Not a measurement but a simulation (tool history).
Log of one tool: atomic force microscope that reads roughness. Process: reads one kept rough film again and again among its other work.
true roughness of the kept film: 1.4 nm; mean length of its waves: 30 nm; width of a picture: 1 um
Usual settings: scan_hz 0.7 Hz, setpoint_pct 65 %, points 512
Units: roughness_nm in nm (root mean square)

run 1 hour=0 | scan_hz=0.7 setpoint_pct=65 points=512 | roughness_nm=1.094
run 2 hour=13.9 | scan_hz=0.7 setpoint_pct=65 points=512 | roughness_nm=1.07
-- hour=20.4 new tip fitted
run 3 hour=26 | scan_hz=1.332 setpoint_pct=65 points=512 | roughness_nm=1.228
run 4 hour=44.5 | scan_hz=1.332 setpoint_pct=66 points=512 | roughness_nm=1.198
run 5 hour=58.7 | scan_hz=1.332 setpoint_pct=66 points=512 | roughness_nm=1.172
run 6 hour=71.8 | scan_hz=1.402 setpoint_pct=65 points=512 | roughness_nm=1.144
run 7 hour=83.6 | scan_hz=1.402 setpoint_pct=65 points=512 | roughness_nm=1.123
run 8 hour=93.3 | scan_hz=0.7 setpoint_pct=65 points=440 | roughness_nm=1.126
run 9 hour=103.1 | scan_hz=0.7 setpoint_pct=65 points=343 | roughness_nm=1.112
run 10 hour=113.4 | scan_hz=0.7 setpoint_pct=86 points=512 | roughness_nm=1.061
run 11 hour=130.5 | scan_hz=0.7 setpoint_pct=86 points=512 | roughness_nm=1.03
-- hour=138.3 new tip fitted
run 12 hour=146 | scan_hz=0.7 setpoint_pct=86 points=512 | roughness_nm=1.216
run 13 hour=162.3 | scan_hz=1 setpoint_pct=65 points=512 | roughness_nm=1.218
run 14 hour=177.2 | scan_hz=1 setpoint_pct=65 points=512 | roughness_nm=1.19
run 15 hour=186 | scan_hz=1 setpoint_pct=65 points=512 | roughness_nm=1.183
run 16 hour=194.1 | scan_hz=1 setpoint_pct=65 points=512 | roughness_nm=1.169
run 17 hour=203.3 | scan_hz=0.548 setpoint_pct=65 points=512 | roughness_nm=1.149
run 18 hour=222.6 | scan_hz=0.548 setpoint_pct=65 points=512 | roughness_nm=1.123
run 19 hour=231.2 | scan_hz=0.548 setpoint_pct=65 points=512 | roughness_nm=1.108
run 20 hour=241 | scan_hz=0.7 setpoint_pct=75 points=512 | roughness_nm=1.071
-- hour=256.6 new tip fitted
run 21 hour=257.3 | scan_hz=0.7 setpoint_pct=65 points=512 | roughness_nm=1.275
run 22 hour=276.4 | scan_hz=0.7 setpoint_pct=65 points=512 | roughness_nm=1.256
run 23 hour=290.1 | scan_hz=0.7 setpoint_pct=65 points=512 | roughness_nm=1.222
run 24 hour=298.3 | scan_hz=0.7 setpoint_pct=59 points=512 | roughness_nm=1.203
run 25 hour=312.8 | scan_hz=0.571 setpoint_pct=59 points=512 | roughness_nm=1.177
run 26 hour=322.5 | scan_hz=0.571 setpoint_pct=67 points=379 | roughness_nm=1.156
run 27 hour=336.7 | scan_hz=1.407 setpoint_pct=65 points=753 | roughness_nm=1.103
run 28 hour=350.7 | scan_hz=0.544 setpoint_pct=65 points=306 | roughness_nm=1.098
run 29 hour=360.8 | scan_hz=0.544 setpoint_pct=65 points=306 | roughness_nm=1.082
run 30 hour=370.9 | scan_hz=0.7 setpoint_pct=87 points=379 | roughness_nm=1.018
-- hour=375.6 new tip fitted
run 31 hour=385.1 | scan_hz=3.531 setpoint_pct=56 points=813 | roughness_nm=1.225
run 32 hour=394 | scan_hz=2.187 setpoint_pct=65 points=633 | roughness_nm=1.206
run 33 hour=402.3 | scan_hz=0.503 setpoint_pct=73 points=919 | roughness_nm=1.233
run 34 hour=413 | scan_hz=0.88 setpoint_pct=73 points=479 | roughness_nm=1.178
run 35 hour=421.1 | scan_hz=1.062 setpoint_pct=87 points=435 | roughness_nm=1.103
run 36 hour=435.4 | scan_hz=0.599 setpoint_pct=61 points=749 | roughness_nm=1.182
run 37 hour=448 | scan_hz=0.599 setpoint_pct=61 points=749 | roughness_nm=1.15
run 38 hour=467 | scan_hz=3.518 setpoint_pct=65 points=494 | roughness_nm=1.012
run 39 hour=478.2 | scan_hz=3.518 setpoint_pct=62 points=548 | roughness_nm=1.023
run 40 hour=487.1 | scan_hz=3.518 setpoint_pct=65 points=337 | roughness_nm=0.992
-- hour=494 new tip fitted
run 41 hour=496.5 | scan_hz=1.707 setpoint_pct=59 points=712 | roughness_nm=1.258
run 42 hour=504.3 | scan_hz=0.7 setpoint_pct=65 points=515 | roughness_nm=1.266
run 43 hour=520.3 | scan_hz=0.7 setpoint_pct=65 points=515 | roughness_nm=1.229
run 44 hour=530.5 | scan_hz=0.7 setpoint_pct=77 points=951 | roughness_nm=1.191
run 45 hour=545 | scan_hz=0.975 setpoint_pct=81 points=951 | roughness_nm=1.125
run 46 hour=554.7 | scan_hz=0.975 setpoint_pct=81 points=951 | roughness_nm=1.107
run 47 hour=571.5 | scan_hz=0.773 setpoint_pct=56 points=380 | roughness_nm=1.131
run 48 hour=584.3 | scan_hz=0.773 setpoint_pct=73 points=380 | roughness_nm=1.082
run 49 hour=600.7 | scan_hz=0.7 setpoint_pct=84 points=512 | roughness_nm=1.031

5 ways to go on from here, each from the tool as it stands after run 49. What would each give?
-- hour=612.7 new tip fitted
run A hour=613.5 | scan_hz=1.332 setpoint_pct=71 points=292 | roughness_nm=?
-- hour=612.7 new tip fitted
run B hour=613.5 | scan_hz=3.501 setpoint_pct=84 points=512 | roughness_nm=?
-- hour=612.7 new tip fitted
run C hour=613.5 | scan_hz=0.7 setpoint_pct=65 points=1006 | roughness_nm=?
-- hour=612.7 new tip fitted
run D hour=613.5 | scan_hz=1.141 setpoint_pct=84 points=339 | roughness_nm=?
-- hour=612.7 new tip fitted
run E hour=613.5 | scan_hz=0.716 setpoint_pct=82 points=356 | roughness_nm=?

run=A roughness_nm=1.24
run=B roughness_nm=1.014
run=C roughness_nm=1.278
run=D roughness_nm=1.196
run=E roughness_nm=1.244
Without the tool's hidden state the same runs would have given:
run=A roughness_nm=1.235
run=B roughness_nm=1.01
run=C roughness_nm=1.273
run=D roughness_nm=1.191
run=E roughness_nm=1.238

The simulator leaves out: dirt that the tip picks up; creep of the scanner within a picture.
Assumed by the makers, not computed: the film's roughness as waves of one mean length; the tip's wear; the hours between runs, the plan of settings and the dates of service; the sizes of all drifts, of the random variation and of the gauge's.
